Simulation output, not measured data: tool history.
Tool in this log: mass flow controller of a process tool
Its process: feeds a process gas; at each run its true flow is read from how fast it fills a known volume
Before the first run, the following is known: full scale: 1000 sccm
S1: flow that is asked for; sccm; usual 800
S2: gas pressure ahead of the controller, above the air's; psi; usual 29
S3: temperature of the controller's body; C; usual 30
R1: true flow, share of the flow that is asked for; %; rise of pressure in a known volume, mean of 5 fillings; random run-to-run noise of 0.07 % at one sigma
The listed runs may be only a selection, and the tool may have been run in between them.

{"run": 1, "hour": 0.0, "S1": 800, "S2": 29, "S3": 30, "R1": 101.51}
{"run": 2, "hour": 289.8, "S1": 800, "S2": 40.3, "S3": 30, "R1": 101.01}
{"run": 3, "hour": 811.8, "S1": 800, "S2": 40.3, "S3": 30, "R1": 101}
{"run": 4, "hour": 1352.9, "S1": 800, "S2": 29, "S3": 30, "R1": 101.61}
{"run": 5, "hour": 1773.2, "S1": 800, "S2": 29, "S3": 30, "R1": 101.54}
{"run": 6, "hour": 2136.8, "S1": 800, "S2": 29, "S3": 30, "R1": 101.65}
{"run": 7, "hour": 2581.3, "S1": 800, "S2": 29, "S3": 30, "R1": 101.9}
{"run": 8, "hour": 3056.6, "S1": 792, "S2": 29, "S3": 30, "R1": 101.62}
{"run": 9, "hour": 3553.0, "S1": 800, "S2": 29, "S3": 33, "R1": 101.63}
{"run": 10, "hour": 3964.0, "S1": 800, "S2": 29, "S3": 33, "R1": 101.73}
{"run": 11, "hour": 4317.5, "S1": 800, "S2": 29, "S3": 33, "R1": 101.76}
{"run": 12, "hour": 4577.1, "S1": 800, "S2": 21, "S3": 33, "R1": 102.03}
{"run": 13, "hour": 5104.5, "S1": 800, "S2": 21, "S3": 33, "R1": 102.22}
{"run": 14, "hour": 5532.4, "S1": 678, "S2": 28, "S3": 23, "R1": 101.67}
{"run": 15, "hour": 5753.3, "S1": 251, "S2": 31.2, "S3": 24, "R1": 98.56}
{"run": 16, "hour": 6098.8, "S1": 251, "S2": 31.2, "S3": 24, "R1": 98.51}
{"hour": 6130.0, "done": "controller's zero set anew"}
{"run": 17, "hour": 6373.5, "S1": 773, "S2": 33.5, "S3": 39, "R1": 100.76}
{"run": 18, "hour": 6695.0, "S1": 434, "S2": 39.2, "S3": 37, "R1": 98.2}
{"run": 19, "hour": 7110.5, "S1": 434, "S2": 39.2, "S3": 37, "R1": 98.18}
{"run": 20, "hour": 7339.2, "S1": 207, "S2": 21.2, "S3": 37, "R1": 95.2}
{"run": 21, "hour": 7770.2, "S1": 207, "S2": 21.2, "S3": 37, "R1": 95.05}
{"run": 22, "hour": 8056.0, "S1": 207, "S2": 21.2, "S3": 37, "R1": 95.13}
{"run": 23, "hour": 8449.8, "S1": 161, "S2": 31.8, "S3": 34, "R1": 92.5}

Each row is a separate what-if for the run after 23, all from the same tool condition, not one after another. Results?
{"run": "A", "hour": 8852.1, "S1": 161, "S2": 24.9, "S3": 34, "R1": "?"}
{"run": "B", "hour": 8852.1, "S1": 163, "S2": 22, "S3": 34, "R1": "?"}
{"run": "C", "hour": 8852.1, "S1": 146, "S2": 33.9, "S3": 36, "R1": "?"}

run=A R1=92.66
run=B R1=92.98
run=C R1=91.33
Had the tool no hidden state, the same runs would have come out as:
run=A R1=97.65
run=B R1=97.86
run=C R1=97.26

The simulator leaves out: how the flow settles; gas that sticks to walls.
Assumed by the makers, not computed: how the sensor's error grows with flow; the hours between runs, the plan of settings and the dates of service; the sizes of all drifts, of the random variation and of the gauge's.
